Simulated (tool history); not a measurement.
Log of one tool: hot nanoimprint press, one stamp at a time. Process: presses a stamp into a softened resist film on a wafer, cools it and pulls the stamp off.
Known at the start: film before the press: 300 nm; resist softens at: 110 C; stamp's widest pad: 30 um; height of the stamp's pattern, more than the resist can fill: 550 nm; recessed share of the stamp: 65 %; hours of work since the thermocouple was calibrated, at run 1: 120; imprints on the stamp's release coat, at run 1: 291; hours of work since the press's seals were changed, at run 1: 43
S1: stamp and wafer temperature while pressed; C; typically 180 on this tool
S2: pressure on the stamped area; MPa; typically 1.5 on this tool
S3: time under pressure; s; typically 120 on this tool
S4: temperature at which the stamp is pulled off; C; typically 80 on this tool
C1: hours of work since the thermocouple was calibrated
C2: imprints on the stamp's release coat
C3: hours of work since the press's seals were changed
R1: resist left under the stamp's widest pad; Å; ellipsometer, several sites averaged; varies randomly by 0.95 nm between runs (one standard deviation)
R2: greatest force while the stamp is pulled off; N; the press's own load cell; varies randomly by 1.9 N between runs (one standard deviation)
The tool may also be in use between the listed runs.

Run 1, hour 0: usual settings; C1 120; C2 291; C3 43. Result: R1 1383 Å, R2 161 N.
Run 2, hour 14.6: usual settings; C1 126; C2 328; C3 50. Result: R1 1382 Å, R2 166 N.
Run 3, hour 31: usual settings but S1 174 C; C1 133; C2 369; C3 57. Result: R1 1803 Å, R2 167 N.
Run 4, hour 38.2: usual settings but S1 174 C; C1 136; C2 386; C3 60. Result: R1 1804 Å, R2 168 N.
Run 5, hour 50.4: usual settings but S1 174 C; C1 142; C2 417; C3 65. Result: R1 1799 Å, R2 169 N.
Run 6, hour 66.3: usual settings but S1 174 C, S2 1.35 MPa; C1 149; C2 456; C3 72. Result: R1 1865 Å, R2 168 N.
Run 7, hour 82.3: usual settings but S2 1.47 MPa; C1 155; C2 496; C3 79. Result: R1 1400 Å, R2 169 N.
Run 8, hour 90.1: usual settings but S2 1.47 MPa, S3 193 s; C1 159; C2 515; C3 83. Result: R1 1161 Å, R2 173 N.
Run 9, hour 99: usual settings but S2 1.34 MPa; C1 163; C2 538; C3 86. Result: R1 1454 Å, R2 171 N.
Run 10, hour 111.4: usual settings; C1 168; C2 568; C3 92. Result: R1 1374 Å, R2 177 N.
Run 11, hour 120: usual settings; C1 172; C2 590; C3 96. Result: R1 1372 Å, R2 172 N.
Run 12, hour 132.4: usual settings; C1 177; C2 621; C3 101. Result: R1 1375 Å, R2 178 N.
Run 13, hour 145.4: usual settings; C1 183; C2 653; C3 107. Result: R1 1376 Å, R2 175 N.
Run 14, hour 152.7: usual settings; C1 186; C2 671; C3 110. Result: R1 1376 Å, R2 178 N.
At hour 156.9: plate thermocouple calibrated.
Run 15, hour 164.6: usual settings; C1 3; C2 693; C3 114. Result: R1 1361 Å, R2 178 N.
Run 16, hour 174.8: usual settings; C1 8; C2 719; C3 118. Result: R1 1354 Å, R2 179 N.
At hour 184.8: stamp cleaned and given a new release coat.
Run 17, hour 193.8: usual settings; C1 13; C2 22; C3 124. Result: R1 1352 Å, R2 156 N.

For run 18, what comes out?
Run 18, hour 206.9: usual settings but S1 174 C, S2 1.45 MPa, S3 94 s, S4 82 C; C1 19; C2 54; C3 129. Result: R1 ?, R2 ?.

Run 18 yielded R1 1905 Å, R2 145 N.
Minus the tool's unlogged condition, the same run would have read R1 1977 Å, R2 148 N.
